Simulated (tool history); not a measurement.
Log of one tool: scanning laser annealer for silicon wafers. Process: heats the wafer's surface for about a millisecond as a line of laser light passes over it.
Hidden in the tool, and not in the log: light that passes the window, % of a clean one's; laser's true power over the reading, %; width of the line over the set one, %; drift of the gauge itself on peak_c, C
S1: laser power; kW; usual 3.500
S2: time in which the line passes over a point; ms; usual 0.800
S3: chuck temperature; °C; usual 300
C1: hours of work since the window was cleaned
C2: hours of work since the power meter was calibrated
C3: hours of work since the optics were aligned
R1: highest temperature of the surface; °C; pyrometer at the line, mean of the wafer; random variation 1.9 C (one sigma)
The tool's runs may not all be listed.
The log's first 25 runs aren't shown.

run   hour     S1     S2   S3   C1   C2   C3    R1
 26  610.5  3.730  0.800  267  135  814  361  1138
 27  630.5  3.473  0.907  332  148  827  374  1185
 28  645.4  3.215  0.849  335  158  837  384  1072
 29  675.4  3.215  0.849  335  177  856  403  1072
 30  698.9  3.500  0.800  326  192  871  418  1128
 31  724.7  3.085  0.800  328  209  888  435  1003
 32  748.8  3.085  0.800  328  224  903  450  1001
 33  768.3  3.085  0.800  328  237  916  463  1003
 34  789.7  3.013  0.591  327  250  930  477   879
 35  821.8  3.305  0.709  281  271  950  497   977
 36  845.2  3.848  0.654  300  286  966  512  1113

Forecast each of these 3 alternatives for the next run:
  A  860.9  3.500  0.800  327  296  976  522   ?
  B  860.9  3.020  0.585  300  296  976  522   ?
  C  860.9  3.708  0.839  284  296  976  522   ?

run    R1
  A  1128
  B   848
  C  1170
Without the tool's hidden state the same runs would have given:
run    R1
  A  1129
  B   848
  C  1170
